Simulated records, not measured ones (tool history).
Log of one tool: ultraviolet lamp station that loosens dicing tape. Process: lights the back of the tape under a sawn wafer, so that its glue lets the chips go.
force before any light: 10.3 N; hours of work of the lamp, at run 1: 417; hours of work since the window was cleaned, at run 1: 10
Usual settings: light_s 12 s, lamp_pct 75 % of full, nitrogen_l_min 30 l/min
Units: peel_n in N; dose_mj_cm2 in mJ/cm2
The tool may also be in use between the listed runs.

| run | hour | light_s | lamp_pct | nitrogen_l_min | hours of work of the lamp | hours of work since the window was cleaned | peel_n | dose_mj_cm2 |
|---|---|---|---|---|---|---|---|---|
| 1 | 0.0 | 12 | 75 | 30 | 417 | 10 | 0.739 | 436 |
| 2 | 23.6 | 12 | 75 | 30 | 436 | 28 | 0.777 | 439 |
| 3 | 60.0 | 12 | 75 | 30 | 464 | 56 | 0.780 | 429 |
| 4 | 97.9 | 12 | 75 | 30 | 494 | 86 | 0.798 | 430 |
| 5 | 127.0 | 12 | 75 | 30 | 516 | 109 | 0.811 | 424 |
| 6 | 169.1 | 12 | 75 | 30 | 549 | 142 | 0.847 | 417 |
| 7 | 221.6 | 16 | 75 | 30 | 590 | 183 | 0.425 | 538 |
| 8 | 269.0 | 16 | 75 | 30 | 627 | 220 | 0.442 | 537 |
| 9 | 319.5 | 12 | 75 | 30 | 667 | 259 | 0.980 | 395 |
| 10 | 349.0 | 12 | 75 | 14 | 690 | 282 | 1.445 | 387 |
| 11 | 387.6 | 12 | 75 | 14 | 720 | 312 | 1.496 | 381 |
| 12 | 411.0 | 12 | 75 | 14 | 738 | 330 | 1.535 | 377 |
| 13 | 443.7 | 12 | 75 | 14 | 764 | 356 | 1.461 | 376 |
|  | 483.2 | window cleaned of glue's vapour |
| 14 | 496.2 | 12 | 75 | 14 | 804 | 10 | 1.672 | 360 |
| 15 | 528.2 | 12 | 75 | 14 | 829 | 35 | 1.690 | 350 |
| 16 | 570.2 | 12 | 75 | 21 | 862 | 68 | 1.527 | 346 |
| 17 | 609.4 | 12 | 75 | 13 | 892 | 98 | 1.853 | 339 |
| 18 | 639.1 | 15 | 75 | 30 | 916 | 122 | 0.807 | 415 |
| 19 | 680.5 | 12 | 83 | 30 | 948 | 154 | 1.125 | 368 |
|  | 705.5 | window cleaned of glue's vapour, once more |
| 20 | 727.1 | 12 | 83 | 30 | 984 | 17 | 0.894 | 405 |
| 21 | 749.4 | 12 | 75 | 30 | 1001 | 34 | 1.149 | 368 |
| 22 | 802.7 | 19 | 75 | 16 | 1043 | 76 | 0.537 | 565 |
| 23 | 841.6 | 20 | 88 | 30 | 1073 | 106 | 0.212 | 690 |
| 24 | 874.8 | 17 | 88 | 55 | 1099 | 132 | 0.258 | 572 |
| 25 | 927.5 | 17 | 88 | 55 | 1140 | 173 | 0.286 | 568 |
| 26 | 954.6 | 17 | 88 | 55 | 1161 | 194 | 0.298 | 554 |
| 27 | 988.3 | 17 | 88 | 55 | 1188 | 221 | 0.313 | 554 |
| 28 | 1038.5 | 23 | 95 | 30 | 1227 | 260 | 0.156 | 786 |
| 29 | 1086.0 | 19 | 61 | 21 | 1264 | 297 | 1.046 | 407 |
| 30 | 1117.3 | 19 | 61 | 21 | 1288 | 321 | 1.076 | 404 |
| 31 | 1168.4 | 17 | 63 | 51 | 1328 | 361 | 0.977 | 367 |
|  | 1199.9 | window cleaned of glue's vapour |
| 32 | 1216.2 | 17 | 75 | 29 | 1365 | 13 | 0.732 | 446 |
| 33 | 1264.6 | 12 | 60 | 44 | 1403 | 51 | 2.058 | 246 |
| 34 | 1307.4 | 12 | 60 | 44 | 1436 | 84 | 2.054 | 241 |
| 35 | 1357.1 | 20 | 94 | 25 | 1475 | 123 | 0.331 | 613 |
| 36 | 1391.3 | 12 | 78 | 16 | 1502 | 149 | 2.125 | 300 |
|  | 1440.4 | lamp changed |
| 37 | 1441.9 | 8 | 70 | 57 | 1 | 188 | 1.334 | 302 |
| 38 | 1491.8 | 8 | 68 | 25 | 40 | 227 | 1.897 | 289 |
| 39 | 1516.1 | 8 | 68 | 25 | 59 | 246 | 1.949 | 287 |
| 40 | 1560.3 | 10 | 86 | 18 | 94 | 280 | 0.926 | 452 |
| 41 | 1583.7 | 9 | 75 | 30 | 112 | 299 | 1.239 | 349 |
| 42 | 1629.2 | 16 | 79 | 13 | 147 | 334 | 0.446 | 645 |

Hidden state at the last listed run before each entry between runs and at the first one after, where it differs:
Between runs 13 and 14: window cleaned of glue's vapour (hour 483.2)
  lamp's light, % of a new lamp's: 78.5 -> 77.4; light that the window lets through, % of a clean one's: 94.5 -> 90.9
  measured less the result without the state, peel_n: +0.692 -> +0.868 N; dose_mj_cm2: -131 -> -151 mJ/cm2
Between runs 19 and 20: window cleaned of glue's vapour, once more (hour 705.5)
  lamp's light, % of a new lamp's: 73.5 -> 72.6; light that the window lets through, % of a clean one's: 88.9 -> 99.7
  measured less the result without the state, peel_n: +0.738 -> +0.509 N; dose_mj_cm2: -195 -> -155 mJ/cm2
Between runs 31 and 32: window cleaned of glue's vapour (hour 1199.9)
  lamp's light, % of a new lamp's: 63.3 -> 62.4; light that the window lets through, % of a clean one's: 95.1 -> 99.6
  measured less the result without the state, peel_n: +0.716 -> +0.537 N; dose_mj_cm2: -242 -> -271 mJ/cm2
Between runs 36 and 37: lamp changed (hour 1440.4)
  lamp's light, % of a new lamp's: 58.7 -> 98.8; light that the window lets through, % of a clean one's: 97.6 -> 97
  measured less the result without the state, peel_n: +1.440 -> +0.108 N; dose_mj_cm2: -223 -> -13 mJ/cm2
